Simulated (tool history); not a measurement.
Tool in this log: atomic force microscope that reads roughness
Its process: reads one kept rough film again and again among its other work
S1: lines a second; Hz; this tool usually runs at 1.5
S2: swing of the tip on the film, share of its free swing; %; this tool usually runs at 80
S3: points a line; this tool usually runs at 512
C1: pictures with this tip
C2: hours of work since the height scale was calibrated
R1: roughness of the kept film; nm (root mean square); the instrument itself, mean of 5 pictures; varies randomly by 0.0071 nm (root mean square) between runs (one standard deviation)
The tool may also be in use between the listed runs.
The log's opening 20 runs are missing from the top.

At day 48.788: new tip fitted.
Run 21, day 49.8: usual settings but S1 1 Hz, S2 75 %; C1 47; C2 765. Result: R1 1.978 nm (root mean square).
Run 22, day 52.442: usual settings; C1 170; C2 813. Result: R1 1.888 nm (root mean square).
At day 53.754: new tip fitted.
Run 23, day 54.879: usual settings but S2 81 %; C1 52; C2 858. Result: R1 1.899 nm (root mean square).
Run 24, day 56.875: usual settings but S1 3.77 Hz; C1 145; C2 894. Result: R1 1.694 nm (root mean square).
At day 58.792: new tip fitted.
Run 25, day 58.921: usual settings but S1 2.94 Hz, S2 56 %; C1 6; C2 931. Result: R1 1.992 nm (root mean square).
Run 26, day 61.479: usual settings but S1 1.43 Hz, S2 56 %, S3 522; C1 125; C2 978. Result: R1 2.003 nm (root mean square).
At day 63.771: new tip fitted.
Run 27, day 64.729: usual settings but S1 1.43 Hz, S2 56 %, S3 522; C1 45; C2 1037. Result: R1 2.02 nm (root mean square).
Run 28, day 68.012: usual settings but S2 58 %, S3 470; C1 197; C2 1097. Result: R1 1.977 nm (root mean square).
At day 68.688: new tip fitted.
Run 29, day 71.367: usual settings but S2 63 %, S3 286; C1 124; C2 1158. Result: R1 1.974 nm (root mean square).
At day 72.208: height scale calibrated on a step standard.
At day 73.667: new tip fitted.
Run 30, day 74.971: usual settings but S2 63 %, S3 286; C1 61; C2 50. Result: R1 2.009 nm (root mean square).
At day 78.617: new tip fitted.
Run 31, day 78.617: usual settings but S1 2.9 Hz, S2 81 %, S3 260; C1 0; C2 116. Result: R1 1.8 nm (root mean square).
Run 32, day 80.529: usual settings but S1 2.9 Hz, S2 77 %, S3 260; C1 89; C2 151. Result: R1 1.818 nm (root mean square).
Run 33, day 82.958: usual settings but S1 0.87 Hz, S2 77 %, S3 260; C1 202; C2 196. Result: R1 1.954 nm (root mean square).
At day 83.479: new tip fitted.
Run 34, day 85.217: usual settings but S1 0.54 Hz, S2 56 %, S3 290; C1 81; C2 237. Result: R1 2.037 nm (root mean square).
Run 35, day 86.717: usual settings but S1 3.42 Hz, S2 71 %, S3 290; C1 150; C2 264. Result: R1 1.844 nm (root mean square).
At day 88.438: new tip fitted.
Run 36, day 89.933: usual settings but S1 2.46 Hz, S2 90 %, S3 387; C1 70; C2 322. Result: R1 1.71 nm (root mean square).
Run 37, day 91.479: usual settings but S1 2.46 Hz, S2 90 %, S3 387; C1 141; C2 351. Result: R1 1.689 nm (root mean square).
At day 93.296: new tip fitted.
Run 38, day 94.071: usual settings but S1 2.46 Hz, S2 90 %, S3 387; C1 36; C2 398. Result: R1 1.712 nm (root mean square).
Run 39, day 97.412: usual settings but S1 0.84 Hz, S2 69 %; C1 191; C2 459. Result: R1 1.992 nm (root mean square).
At day 98.258: new tip fitted.
Run 40, day 99.096: usual settings but S1 2.55 Hz, S2 79 %, S3 444; C1 39; C2 489. Result: R1 1.831 nm (root mean square).
Run 41, day 102.342: usual settings but S1 2.55 Hz, S2 79 %, S3 444; C1 190; C2 548. Result: R1 1.793 nm (root mean square).
At day 103.183: new tip fitted.
Run 42, day 105.729: usual settings but S1 2.55 Hz, S2 79 %, S3 444; C1 118; C2 610. Result: R1 1.819 nm (root mean square).
At day 108.188: new tip fitted.
Run 43, day 109.238: usual settings but S1 2.55 Hz, S2 79 %, S3 444; C1 48; C2 674. Result: R1 1.831 nm (root mean square).
Run 44, day 112.921: usual settings but S1 2.76 Hz, S2 68 %, S3 312; C1 219; C2 741. Result: R1 1.87 nm (root mean square).
At day 113.133: new tip fitted.
Run 45, day 115.654: usual settings but S1 2.81 Hz, S2 75 %, S3 335; C1 117; C2 790. Result: R1 1.831 nm (root mean square).

3 options for the next run, each taken on its own from the tool as it stands now. Forecast them:
At day 117.996: new tip fitted.
Run A, day 117.996: usual settings but S1 1.06 Hz, S2 72 %, S3 472; C1 0; C2 833. Result: R1 ?.
At day 117.996: new tip fitted.
Run B, day 117.996: usual settings but S2 77 %; C1 0; C2 833. Result: R1 ?.
At day 117.996: new tip fitted.
Run C, day 117.996: usual settings but S1 2.81 Hz, S2 85 %, S3 331; C1 0; C2 833. Result: R1 ?.

run     R1
  A  1.982
  B  1.941
  C  1.737
With no hidden state in the tool, these same runs would have given:
run     R1
  A  2.003
  B  1.962
  C  1.756
